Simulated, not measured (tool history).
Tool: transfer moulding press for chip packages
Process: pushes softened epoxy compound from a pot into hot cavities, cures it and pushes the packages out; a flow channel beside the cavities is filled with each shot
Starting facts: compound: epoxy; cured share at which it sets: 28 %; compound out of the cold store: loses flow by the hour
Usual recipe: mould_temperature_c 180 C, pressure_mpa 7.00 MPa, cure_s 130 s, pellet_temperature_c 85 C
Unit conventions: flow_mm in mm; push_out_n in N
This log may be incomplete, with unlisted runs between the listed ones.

| run | hour | mould_temperature_c | pressure_mpa | cure_s | pellet_temperature_c | incoming compound's hours out of the cold store | flow_mm | push_out_n |
|---|---|---|---|---|---|---|---|---|
| 1 | 0.0 | 180 | 7.00 | 130 | 85 | 18.8 | 628 | 1006 |
|  | 11.5 | cavities cleaned with cleaning compound and waxed |
| 2 | 19.9 | 180 | 7.00 | 130 | 85 | 41.8 | 551 | 559 |
| 3 | 34.5 | 180 | 6.11 | 130 | 85 | 25.9 | 565 | 680 |
| 4 | 52.0 | 180 | 7.00 | 130 | 85 | 14.7 | 642 | 786 |
| 5 | 66.6 | 180 | 7.00 | 130 | 85 | 42.6 | 548 | 834 |
| 6 | 83.6 | 180 | 7.00 | 130 | 85 | 27.6 | 595 | 921 |
| 7 | 104.2 | 180 | 7.00 | 130 | 85 | 14.1 | 641 | 971 |
| 8 | 116.7 | 180 | 7.00 | 130 | 85 | 40.3 | 556 | 1000 |
| 9 | 127.2 | 173 | 7.00 | 130 | 85 | 22.3 | 630 | 1563 |
|  | 144.4 | cavities cleaned with cleaning compound and waxed |
| 10 | 148.7 | 173 | 7.00 | 130 | 85 | 13.8 | 667 | 840 |
|  | 152.1 | mould's thermocouples calibrated |
| 11 | 171.9 | 180 | 7.00 | 130 | 85 | 16.4 | 627 | 725 |
| 12 | 183.1 | 180 | 7.00 | 130 | 85 | 20.7 | 618 | 787 |
| 13 | 203.5 | 180 | 7.00 | 120 | 85 | 37.5 | 554 | 959 |
|  | 213.7 | mould's thermocouples calibrated, once more |
| 14 | 220.2 | 180 | 7.00 | 130 | 85 | 9.0 | 654 | 890 |
| 15 | 241.7 | 177 | 7.00 | 130 | 78 | 28.9 | 592 | 1091 |
| 16 | 251.8 | 177 | 7.00 | 130 | 78 | 36.9 | 558 | 1084 |
| 17 | 273.2 | 177 | 7.00 | 130 | 78 | 9.8 | 659 | 1197 |
|  | 281.5 | cavities cleaned with cleaning compound and waxed |
| 18 | 293.8 | 177 | 7.00 | 130 | 78 | 43.8 | 537 | 638 |
| 19 | 307.6 | 177 | 7.00 | 130 | 78 | 14.0 | 643 | 815 |
| 20 | 322.7 | 177 | 5.58 | 130 | 78 | 8.8 | 587 | 940 |
| 21 | 341.0 | 180 | 5.58 | 130 | 78 | 17.4 | 551 | 864 |
| 22 | 350.4 | 179 | 7.00 | 130 | 85 | 11.3 | 644 | 927 |
| 23 | 362.1 | 179 | 7.00 | 130 | 85 | 39.6 | 546 | 935 |
| 24 | 372.9 | 179 | 7.00 | 130 | 85 | 32.8 | 574 | 954 |
| 25 | 387.3 | 180 | 5.43 | 160 | 85 | 37.2 | 485 | 856 |
| 26 | 403.9 | 172 | 5.43 | 113 | 76 | 15.6 | 567 | 2196 |
|  | 413.8 | cavities cleaned with cleaning compound and waxed |
| 27 | 425.6 | 180 | 7.54 | 167 | 90 | 35.5 | 573 | 491 |
| 28 | 442.2 | 187 | 6.42 | 130 | 85 | 41.8 | 499 | 613 |

What if the next run were any one of these 4? Each begins from the tool's condition after run 28:
| A | 460.6 | 174 | 7.00 | 160 | 85 | 21.2 | ? | ? |
| B | 460.6 | 178 | 5.41 | 130 | 85 | 37.8 | ? | ? |
| C | 460.6 | 180 | 7.00 | 159 | 75 | 17.2 | ? | ? |
| D | 460.6 | 185 | 7.00 | 168 | 85 | 34.8 | ? | ? |

| run | flow_mm | push_out_n |
|---|---|---|
| A | 616 | 848 |
| B | 480 | 858 |
| C | 612 | 711 |
| D | 550 | 673 |
Without the tool's hidden state the same runs would have given:
| run | flow_mm | push_out_n |
|---|---|---|
| A | 656 | 504 |
| B | 511 | 507 |
| C | 652 | 423 |
| D | 586 | 401 |

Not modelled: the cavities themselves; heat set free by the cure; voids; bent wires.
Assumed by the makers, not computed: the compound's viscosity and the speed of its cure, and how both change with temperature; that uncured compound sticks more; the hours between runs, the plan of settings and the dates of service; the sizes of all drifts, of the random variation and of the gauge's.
